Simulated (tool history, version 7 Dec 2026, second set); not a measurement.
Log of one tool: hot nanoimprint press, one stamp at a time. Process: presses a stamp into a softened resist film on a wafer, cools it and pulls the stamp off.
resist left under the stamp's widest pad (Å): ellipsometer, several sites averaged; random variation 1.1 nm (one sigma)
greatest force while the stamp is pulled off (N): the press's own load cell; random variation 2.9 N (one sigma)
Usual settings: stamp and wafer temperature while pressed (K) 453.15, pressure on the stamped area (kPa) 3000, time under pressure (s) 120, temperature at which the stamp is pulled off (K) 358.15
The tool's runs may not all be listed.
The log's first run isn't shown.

run   hour  stamp and wafer temperature while pressed (K)  pressure on the stamped area (kPa)  time under pressure (s)  temperature at which the stamp is pulled off (K)  resist left under the stamp's widest pad (Å)  greatest force while the stamp is pulled off (N)
  2   28.5                                         453.15                                3060                      120                                            358.15                                          1580                                               173
  3     54                                         453.15                                3060                      120                                            358.15                                          1587                                               178
  4   78.1                                         453.15                                3060                      120                                            358.15                                          1610                                               174
  5  108.1                                         453.15                                3060                      120                                            358.15                                          1592                                               170
  6  139.3                                         453.15                                3060                      120                                            358.15                                          1599                                               174
  7  167.8                                         453.15                                3060                      120                                            358.15                                          1597                                               189
  8  202.6                                         453.15                                3000                      151                                            358.15                                          1498                                               182
  9  238.4                                         453.15                                3000                      120                                            353.15                                          1624                                               208
 10  271.5                                         453.15                                3000                      120                                            353.15                                          1639                                               211
     287.1  -- stamp cleaned and given a new release coat
 11  305.7                                         453.15                                3000                      199                                            358.15                                          1367                                               135
 12  325.5                                         453.15                                3000                      199                                            358.15                                          1391                                               140
 13  346.3                                         453.15                                3000                      120                                            358.15                                          1638                                               142
 14  372.1                                         453.15                                3000                      120                                            346.15                                          1641                                               183
 15  401.1                                         453.15                                3000                       86                                            358.15                                          1833                                               139
 16    421                                         453.15                                3000                       86                                            358.15                                          1882                                               144
 17  442.2                                         453.15                                3000                       86                                            358.15                                          1860                                               149
     447.5  -- plate thermocouple calibrated
 18    463                                         443.15                                3000                       88                                            358.15                                          2794                                               149
 19  487.5                                         443.15                                3000                       88                                            358.15                                          2773                                               152
 20  507.6                                         443.15                                3000                       88                                            358.15                                          2777                                               159
 21  534.2                                         443.15                                3000                       88                                            358.15                                          2788                                               155
 22  552.7                                         443.15                                3000                       88                                            358.15                                          2786                                               160

Run 23 comes next. What will it give?
 23  574.7                                         456.15                                2340                       82                                            353.15                                             ?                                                 ?

{"run 23": {"resist left under the stamp's widest pad (Å)": 1952, "greatest force while the stamp is pulled off (N)": 174}}
Without the tool's hidden state the same run would have given resist left under the stamp's widest pad (Å) 1786, greatest force while the stamp is pulled off (N) 150.

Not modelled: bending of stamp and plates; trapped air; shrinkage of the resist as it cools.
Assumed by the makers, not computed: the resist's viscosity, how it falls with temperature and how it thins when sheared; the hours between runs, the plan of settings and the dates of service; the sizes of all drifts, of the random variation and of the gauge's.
